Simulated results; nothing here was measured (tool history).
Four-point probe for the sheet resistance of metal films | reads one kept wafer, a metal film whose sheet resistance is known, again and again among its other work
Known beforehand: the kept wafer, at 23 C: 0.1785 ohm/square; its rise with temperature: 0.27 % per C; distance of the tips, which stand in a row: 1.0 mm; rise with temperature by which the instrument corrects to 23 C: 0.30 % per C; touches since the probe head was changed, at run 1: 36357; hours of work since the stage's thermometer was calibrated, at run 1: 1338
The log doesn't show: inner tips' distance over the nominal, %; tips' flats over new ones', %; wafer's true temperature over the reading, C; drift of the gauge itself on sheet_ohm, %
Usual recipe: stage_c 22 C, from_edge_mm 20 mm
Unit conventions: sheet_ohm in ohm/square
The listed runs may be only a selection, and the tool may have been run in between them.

run	day	stage_c	from_edge_mm	touches since the probe head was changed	hours of work since the stage's thermometer was calibrated	sheet_ohm
1	0.000	22	20	36357	1338	0.178755
2	1.925	22	20	38037	1357	0.178759
3	5.554	22	20	41198	1394	0.178771
4	8.529	22	20	43791	1423	0.178785
5	12.750	22	20	47471	1466	0.178701
6	16.433	22	20	50679	1502	0.178793
7	18.238	22	20	52254	1520	0.178746
8	20.283	22	20	54038	1541	0.178835
9	22.021	22	20	55552	1558	0.178769
10	26.229	22	66	59217	1600	0.178591
11	29.392	22	66	61976	1632	0.178633
12	31.625	22	66	63921	1654	0.178566
# day 31.892: stage's thermometer calibrated
13	34.858	29	20	66722	30	0.178442
14	36.938	29	20	68535	50	0.178427
15	39.479	22	20	70749	76	0.178776
16	43.379	22	20	74146	115	0.178889
17	47.575	22	20	77805	157	0.178775
18	51.792	22	20	81480	199	0.178783
19	53.988	22	20	83393	221	0.178839
20	56.746	22	20	85798	248	0.178762
21	61.008	22	20	89514	291	0.178809
22	63.867	34	20	92006	320	0.178303
23	66.708	34	20	94481	348	0.178199
24	69.279	34	20	96722	374	0.178279
25	72.592	23	16	99609	407	0.178895
26	75.738	20	69	102352	438	0.178683
27	77.896	32	7	104232	460	0.179992
28	81.525	24	60	107395	496	0.178473
29	85.042	21	40	110460	531	0.178656
30	89.296	22	32	114167	574	0.178715
31	93.054	22	32	117445	611	0.178685
32	97.029	20	9	120908	651	0.179818
33	101.258	20	9	124596	693	0.179879
34	104.112	24	32	127082	722	0.178622
35	107.225	24	32	129797	753	0.178591
36	110.304	27	31	132479	784	0.178429
37	112.771	22	8	134628	808	0.180057
38	115.262	35	20	136800	833	0.178247
39	118.583	35	20	139697	866	0.178278
40	120.717	18	7	141555	888	0.180640
41	122.450	18	7	143065	905	0.180669
42	124.229	20	12	144617	923	0.179297
43	128.046	20	12	147942	961	0.179390
44	132.154	33	62	151525	1002	0.178136

Hidden state at the last listed run before each entry between runs and at the first one after, where it differs:
Runs 12 to 13: stage's thermometer calibrated (day 31.892)
  no hidden state differs between the two runs
